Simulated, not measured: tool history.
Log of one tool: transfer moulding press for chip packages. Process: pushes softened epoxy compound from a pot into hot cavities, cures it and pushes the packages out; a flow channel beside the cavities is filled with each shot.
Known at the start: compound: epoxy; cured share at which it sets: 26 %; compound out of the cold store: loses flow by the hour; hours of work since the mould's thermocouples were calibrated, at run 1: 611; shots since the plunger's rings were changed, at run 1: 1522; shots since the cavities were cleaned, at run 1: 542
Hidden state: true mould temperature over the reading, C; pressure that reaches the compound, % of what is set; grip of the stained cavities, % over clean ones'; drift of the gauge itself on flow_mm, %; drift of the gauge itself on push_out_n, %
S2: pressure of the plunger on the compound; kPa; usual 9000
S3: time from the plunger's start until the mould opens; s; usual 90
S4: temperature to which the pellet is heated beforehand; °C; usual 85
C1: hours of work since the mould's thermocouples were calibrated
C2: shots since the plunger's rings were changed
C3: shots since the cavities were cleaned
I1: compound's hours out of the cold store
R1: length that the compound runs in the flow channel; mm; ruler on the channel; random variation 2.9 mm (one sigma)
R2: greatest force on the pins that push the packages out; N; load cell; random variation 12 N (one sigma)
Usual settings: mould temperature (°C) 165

run 1 hour=0.0 | mould_temperature_(°C)=165 S2=9000 S3=90 S4=85 | C1=611 C2=1522 C3=542 | I1=19.3 | R1=626 R2=603
-- hour=19.3 cavities cleaned with cleaning compound and waxed
run 2 hour=23.6 | mould_temperature_(°C)=165 S2=9000 S3=90 S4=85 | C1=627 C2=1830 C3=60 | I1=24.5 | R1=613 R2=596
run 3 hour=34.8 | mould_temperature_(°C)=165 S2=9000 S3=90 S4=85 | C1=635 C2=1986 C3=216 | I1=40.7 | R1=563 R2=582
run 4 hour=54.5 | mould_temperature_(°C)=158 S2=9000 S3=90 S4=85 | C1=650 C2=2259 C3=489 | I1=39.2 | R1=573 R2=862
run 5 hour=74.3 | mould_temperature_(°C)=158 S2=9000 S3=90 S4=85 | C1=664 C2=2534 C3=764 | I1=33.8 | R1=597 R2=878
-- hour=78.1 cavities cleaned with cleaning compound and waxed
run 6 hour=90.2 | mould_temperature_(°C)=158 S2=9000 S3=90 S4=85 | C1=675 C2=2734 C3=168 | I1=34.5 | R1=591 R2=865
run 7 hour=104.4 | mould_temperature_(°C)=158 S2=9000 S3=90 S4=85 | C1=685 C2=2931 C3=365 | I1=22.4 | R1=629 R2=909
-- hour=114.6 mould's thermocouples calibrated
run 8 hour=119.8 | mould_temperature_(°C)=158 S2=9000 S3=90 S4=85 | C1=4 C2=3116 C3=550 | I1=21.3 | R1=635 R2=904
-- hour=138.5 cavities cleaned with cleaning compound and waxed
run 9 hour=143.6 | mould_temperature_(°C)=158 S2=9000 S3=90 S4=85 | C1=20 C2=3426 C3=70 | I1=44.5 | R1=559 R2=822
run 10 hour=162.5 | mould_temperature_(°C)=158 S2=9000 S3=90 S4=85 | C1=34 C2=3689 C3=333 | I1=36.8 | R1=582 R2=871
-- hour=170.2 plunger's sealing rings changed
run 11 hour=185.8 | mould_temperature_(°C)=165 S2=9000 S3=90 S4=82 | C1=49 C2=218 C3=623 | I1=20.4 | R1=632 R2=586
-- hour=200.1 cavities cleaned with cleaning compound and waxed
run 12 hour=209.7 | mould_temperature_(°C)=165 S2=9000 S3=90 S4=82 | C1=66 C2=528 C3=134 | I1=32.0 | R1=592 R2=590
run 13 hour=222.0 | mould_temperature_(°C)=165 S2=9000 S3=126 S4=85 | C1=75 C2=699 C3=305 | I1=35.5 | R1=581 R2=462
run 14 hour=245.4 | mould_temperature_(°C)=165 S2=9000 S3=126 S4=85 | C1=92 C2=1024 C3=630 | I1=42.5 | R1=558 R2=465
-- hour=259.0 cavities cleaned with cleaning compound and waxed
run 15 hour=264.6 | mould_temperature_(°C)=158 S2=10150 S3=112 S4=92 | C1=105 C2=1270 C3=78 | I1=45.3 | R1=590 R2=576
run 16 hour=280.6 | mould_temperature_(°C)=165 S2=9000 S3=90 S4=85 | C1=116 C2=1492 C3=300 | I1=22.2 | R1=618 R2=593
run 17 hour=291.7 | mould_temperature_(°C)=165 S2=10850 S3=71 S4=83 | C1=125 C2=1646 C3=454 | I1=32.4 | R1=644 R2=940
run 18 hour=308.0 | mould_temperature_(°C)=165 S2=10850 S3=71 S4=83 | C1=137 C2=1872 C3=680 | I1=25.3 | R1=673 R2=984
-- hour=317.6 cavities cleaned with cleaning compound and waxed
run 19 hour=326.0 | mould_temperature_(°C)=165 S2=10140 S3=90 S4=90 | C1=149 C2=2103 C3=118 | I1=45.7 | R1=582 R2=516
run 20 hour=341.3 | mould_temperature_(°C)=170 S2=9500 S3=72 S4=86 | C1=160 C2=2315 C3=330 | I1=20.4 | R1=641 R2=699
run 21 hour=356.9 | mould_temperature_(°C)=167 S2=10700 S3=72 S4=86 | C1=171 C2=2531 C3=546 | I1=43.2 | R1=603 R2=784
-- hour=375.7 cavities cleaned with cleaning compound and waxed
run 22 hour=379.2 | mould_temperature_(°C)=165 S2=9000 S3=90 S4=84 | C1=187 C2=2821 C3=49 | I1=26.8 | R1=606 R2=586
run 23 hour=399.7 | mould_temperature_(°C)=165 S2=9000 S3=90 S4=84 | C1=202 C2=3104 C3=332 | I1=40.9 | R1=559 R2=556
run 24 hour=419.6 | mould_temperature_(°C)=165 S2=9000 S3=90 S4=84 | C1=216 C2=3381 C3=609 | I1=14.1 | R1=655 R2=620
-- hour=434.1 cavities cleaned with cleaning compound and waxed
run 25 hour=440.8 | mould_temperature_(°C)=164 S2=8140 S3=107 S4=84 | C1=231 C2=3655 C3=93 | I1=28.6 | R1=572 R2=499
-- hour=449.9 plunger's sealing rings changed
run 26 hour=466.0 | mould_temperature_(°C)=168 S2=9000 S3=90 S4=90 | C1=247 C2=224 C3=408 | I1=9.0 | R1=661 R2=544
run 27 hour=480.1 | mould_temperature_(°C)=168 S2=9000 S3=90 S4=90 | C1=258 C2=420 C3=604 | I1=46.2 | R1=541 R2=499
-- hour=495.4 cavities cleaned with cleaning compound and waxed
run 28 hour=498.4 | mould_temperature_(°C)=168 S2=9000 S3=90 S4=90 | C1=270 C2=653 C3=42 | I1=23.9 | R1=614 R2=513

3 ways to go on from here, each from the tool as it stands after run 28. What would each give?
run A hour=511.4 | mould_temperature_(°C)=165 S2=7960 S3=90 S4=89 | C1=279 C2=833 C3=222 | I1=36.5 | R1=? R2=?
run B hour=511.4 | mould_temperature_(°C)=163 S2=9350 S3=122 S4=90 | C1=279 C2=833 C3=222 | I1=41.7 | R1=? R2=?
run C hour=511.4 | mould_temperature_(°C)=164 S2=7000 S3=90 S4=90 | C1=279 C2=833 C3=222 | I1=24.2 | R1=? R2=?

run=A R1=543 R2=562
run=B R1=573 R2=461
run=C R1=543 R2=596
Without the tool's hidden state the same runs would have given:
run=A R1=543 R2=559
run=B R1=573 R2=458
run=C R1=543 R2=593
